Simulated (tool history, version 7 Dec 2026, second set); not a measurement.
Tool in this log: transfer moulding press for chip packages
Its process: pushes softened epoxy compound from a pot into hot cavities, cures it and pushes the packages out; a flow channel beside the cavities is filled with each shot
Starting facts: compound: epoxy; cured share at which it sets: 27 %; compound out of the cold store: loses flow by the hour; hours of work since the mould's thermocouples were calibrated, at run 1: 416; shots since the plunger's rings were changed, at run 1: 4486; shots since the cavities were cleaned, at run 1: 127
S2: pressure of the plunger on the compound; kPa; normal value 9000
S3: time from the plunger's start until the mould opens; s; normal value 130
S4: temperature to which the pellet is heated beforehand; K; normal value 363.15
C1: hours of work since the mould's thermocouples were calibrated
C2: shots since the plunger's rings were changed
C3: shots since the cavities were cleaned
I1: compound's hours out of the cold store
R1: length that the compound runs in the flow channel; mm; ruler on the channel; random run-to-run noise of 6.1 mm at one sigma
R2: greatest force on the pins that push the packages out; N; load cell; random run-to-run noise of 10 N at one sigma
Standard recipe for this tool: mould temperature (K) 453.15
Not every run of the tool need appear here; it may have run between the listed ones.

run 1 hour=0.0 | mould_temperature_(K)=453.15 S2=9000 S3=130 S4=363.15 | C1=416 C2=4486 C3=127 | I1=44.7 | R1=531 R2=597
run 2 hour=7.4 | mould_temperature_(K)=453.15 S2=9000 S3=130 S4=363.15 | C1=420 C2=4553 C3=194 | I1=19.6 | R1=620 R2=663
run 3 hour=24.1 | mould_temperature_(K)=453.15 S2=9000 S3=130 S4=363.15 | C1=431 C2=4704 C3=345 | I1=37.7 | R1=546 R2=732
run 4 hour=33.3 | mould_temperature_(K)=453.15 S2=9000 S3=130 S4=363.15 | C1=437 C2=4787 C3=428 | I1=11.9 | R1=642 R2=830
run 5 hour=50.1 | mould_temperature_(K)=453.15 S2=9000 S3=130 S4=363.15 | C1=448 C2=4938 C3=579 | I1=44.8 | R1=521 R2=847
run 6 hour=64.4 | mould_temperature_(K)=453.15 S2=9000 S3=130 S4=363.15 | C1=457 C2=5068 C3=709 | I1=22.3 | R1=605 R2=920
run 7 hour=80.9 | mould_temperature_(K)=453.15 S2=9000 S3=130 S4=363.15 | C1=468 C2=5217 C3=858 | I1=34.9 | R1=552 R2=980
-- hour=87.3 cavities cleaned with cleaning compound and waxed
run 8 hour=97.2 | mould_temperature_(K)=453.15 S2=7470 S3=132 S4=365.15 | C1=477 C2=5351 C3=90 | I1=45.9 | R1=479 R2=571
run 9 hour=105.1 | mould_temperature_(K)=453.15 S2=7470 S3=132 S4=365.15 | C1=482 C2=5422 C3=161 | I1=23.3 | R1=539 R2=661
run 10 hour=112.8 | mould_temperature_(K)=453.15 S2=9000 S3=130 S4=361.15 | C1=487 C2=5492 C3=231 | I1=17.4 | R1=604 R2=728
run 11 hour=128.2 | mould_temperature_(K)=447.15 S2=10730 S3=150 S4=357.15 | C1=497 C2=5631 C3=370 | I1=21.0 | R1=679 R2=931
run 12 hour=142.1 | mould_temperature_(K)=447.15 S2=10730 S3=150 S4=357.15 | C1=506 C2=5757 C3=496 | I1=9.0 | R1=731 R2=1025
run 13 hour=156.5 | mould_temperature_(K)=456.15 S2=9110 S3=122 S4=363.15 | C1=516 C2=5887 C3=626 | I1=36.2 | R1=547 R2=819

Each row is a separate what-if for the run after 13, all from the same tool condition, not one after another. Results?
run A hour=169.8 | mould_temperature_(K)=457.15 S2=9000 S3=147 S4=370.15 | C1=524 C2=6007 C3=746 | I1=30.8 | R1=? R2=?
run B hour=169.8 | mould_temperature_(K)=456.15 S2=8020 S3=122 S4=363.15 | C1=524 C2=6007 C3=746 | I1=45.3 | R1=? R2=?
run C hour=169.8 | mould_temperature_(K)=456.15 S2=9110 S3=122 S4=365.15 | C1=524 C2=6007 C3=746 | I1=13.4 | R1=? R2=?

run=A R1=547 R2=740
run=B R1=479 R2=796
run=C R1=603 R2=865
Stripped of hidden state, with their random variation kept, the same runs would have yielded:
run=A R1=601 R2=386
run=B R1=527 R2=406
run=C R1=665 R2=440

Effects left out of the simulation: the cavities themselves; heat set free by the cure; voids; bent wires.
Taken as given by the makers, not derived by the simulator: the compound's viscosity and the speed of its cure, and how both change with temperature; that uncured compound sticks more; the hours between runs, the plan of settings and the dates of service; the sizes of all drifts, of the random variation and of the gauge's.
